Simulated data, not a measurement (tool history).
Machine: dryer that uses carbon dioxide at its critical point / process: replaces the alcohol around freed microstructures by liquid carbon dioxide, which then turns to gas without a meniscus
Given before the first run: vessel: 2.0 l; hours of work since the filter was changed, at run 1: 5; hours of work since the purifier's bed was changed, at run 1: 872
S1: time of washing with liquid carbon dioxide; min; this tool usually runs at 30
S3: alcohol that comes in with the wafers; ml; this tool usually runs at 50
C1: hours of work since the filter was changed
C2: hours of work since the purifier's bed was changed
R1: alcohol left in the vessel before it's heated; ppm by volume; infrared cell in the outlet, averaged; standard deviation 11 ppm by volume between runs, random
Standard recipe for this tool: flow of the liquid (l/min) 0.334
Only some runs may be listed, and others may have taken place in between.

run 1 day=0.000 | S1=30 flow_of_the_liquid_(l/min)=0.334 S3=50 | C1=5 C2=872 | R1=753
run 2 day=1.617 | S1=30 flow_of_the_liquid_(l/min)=0.507 S3=50 | C1=23 C2=890 | R1=167
run 3 day=2.821 | S1=30 flow_of_the_liquid_(l/min)=0.507 S3=78 | C1=36 C2=903 | R1=220
run 4 day=5.112 | S1=30 flow_of_the_liquid_(l/min)=0.507 S3=78 | C1=62 C2=929 | R1=223
run 5 day=7.296 | S1=30 flow_of_the_liquid_(l/min)=0.276 S3=50 | C1=86 C2=953 | R1=1476
run 6 day=9.762 | S1=30 flow_of_the_liquid_(l/min)=0.334 S3=81 | C1=113 C2=980 | R1=1312
run 7 day=11.917 | S1=30 flow_of_the_liquid_(l/min)=0.339 S3=50 | C1=137 C2=1004 | R1=808
run 8 day=14.075 | S1=30 flow_of_the_liquid_(l/min)=0.339 S3=50 | C1=161 C2=1028 | R1=835
run 9 day=15.671 | S1=30 flow_of_the_liquid_(l/min)=0.339 S3=50 | C1=179 C2=1046 | R1=821
run 10 day=16.962 | S1=30 flow_of_the_liquid_(l/min)=0.339 S3=50 | C1=193 C2=1060 | R1=837
run 11 day=18.346 | S1=30 flow_of_the_liquid_(l/min)=0.339 S3=50 | C1=209 C2=1076 | R1=844
run 12 day=20.183 | S1=30 flow_of_the_liquid_(l/min)=0.339 S3=50 | C1=229 C2=1096 | R1=892
run 13 day=22.783 | S1=30 flow_of_the_liquid_(l/min)=0.339 S3=50 | C1=258 C2=1125 | R1=891
run 14 day=24.775 | S1=30 flow_of_the_liquid_(l/min)=0.339 S3=50 | C1=280 C2=1147 | R1=930
run 15 day=27.017 | S1=30 flow_of_the_liquid_(l/min)=0.339 S3=50 | C1=305 C2=1172 | R1=919
run 16 day=29.429 | S1=30 flow_of_the_liquid_(l/min)=0.339 S3=50 | C1=332 C2=1199 | R1=999
run 17 day=30.792 | S1=37 flow_of_the_liquid_(l/min)=0.334 S3=50 | C1=347 C2=1214 | R1=537
run 18 day=33.512 | S1=37 flow_of_the_liquid_(l/min)=0.334 S3=50 | C1=377 C2=1244 | R1=563
run 19 day=35.321 | S1=37 flow_of_the_liquid_(l/min)=0.334 S3=50 | C1=397 C2=1264 | R1=571
run 20 day=37.267 | S1=37 flow_of_the_liquid_(l/min)=0.334 S3=27 | C1=419 C2=1286 | R1=369
run 21 day=39.342 | S1=47 flow_of_the_liquid_(l/min)=0.402 S3=22 | C1=442 C2=1309 | R1=127
run 22 day=41.400 | S1=31 flow_of_the_liquid_(l/min)=0.402 S3=71 | C1=465 C2=1332 | R1=758
run 23 day=43.546 | S1=28 flow_of_the_liquid_(l/min)=0.247 S3=49 | C1=489 C2=1356 | R1=3066
-- day=44.854 purifier's bed changed
run 24 day=45.625 | S1=28 flow_of_the_liquid_(l/min)=0.247 S3=49 | C1=510 C2=9 | R1=2968
run 25 day=47.617 | S1=29 flow_of_the_liquid_(l/min)=0.205 S3=65 | C1=532 C2=31 | R1=5605
-- day=47.846 inlet filter changed
run 26 day=49.983 | S1=29 flow_of_the_liquid_(l/min)=0.396 S3=50 | C1=24 C2=56 | R1=405
run 27 day=51.388 | S1=30 flow_of_the_liquid_(l/min)=0.206 S3=50 | C1=39 C2=72 | R1=2948
run 28 day=52.842 | S1=22 flow_of_the_liquid_(l/min)=0.206 S3=85 | C1=55 C2=88 | R1=8985
run 29 day=55.046 | S1=23 flow_of_the_liquid_(l/min)=0.206 S3=85 | C1=80 C2=113 | R1=8386
run 30 day=57.758 | S1=23 flow_of_the_liquid_(l/min)=0.206 S3=85 | C1=110 C2=143 | R1=8674
run 31 day=60.317 | S1=42 flow_of_the_liquid_(l/min)=0.334 S3=63 | C1=138 C2=171 | R1=262
run 32 day=61.725 | S1=37 flow_of_the_liquid_(l/min)=0.280 S3=80 | C1=154 C2=187 | R1=1174
run 33 day=64.446 | S1=37 flow_of_the_liquid_(l/min)=0.280 S3=80 | C1=184 C2=217 | R1=1222
run 34 day=66.067 | S1=38 flow_of_the_liquid_(l/min)=0.281 S3=45 | C1=202 C2=235 | R1=640
run 35 day=68.379 | S1=26 flow_of_the_liquid_(l/min)=0.334 S3=50 | C1=228 C2=261 | R1=1369

Predict the results of run 36:
run 36 day=70.625 | S1=38 flow_of_the_liquid_(l/min)=0.336 S3=82 | C1=253 C2=286 | R1=?

Run 36 measured R1 601 ppm by volume.
With no hidden state in the tool, this same run would have given R1 420 ppm by volume.
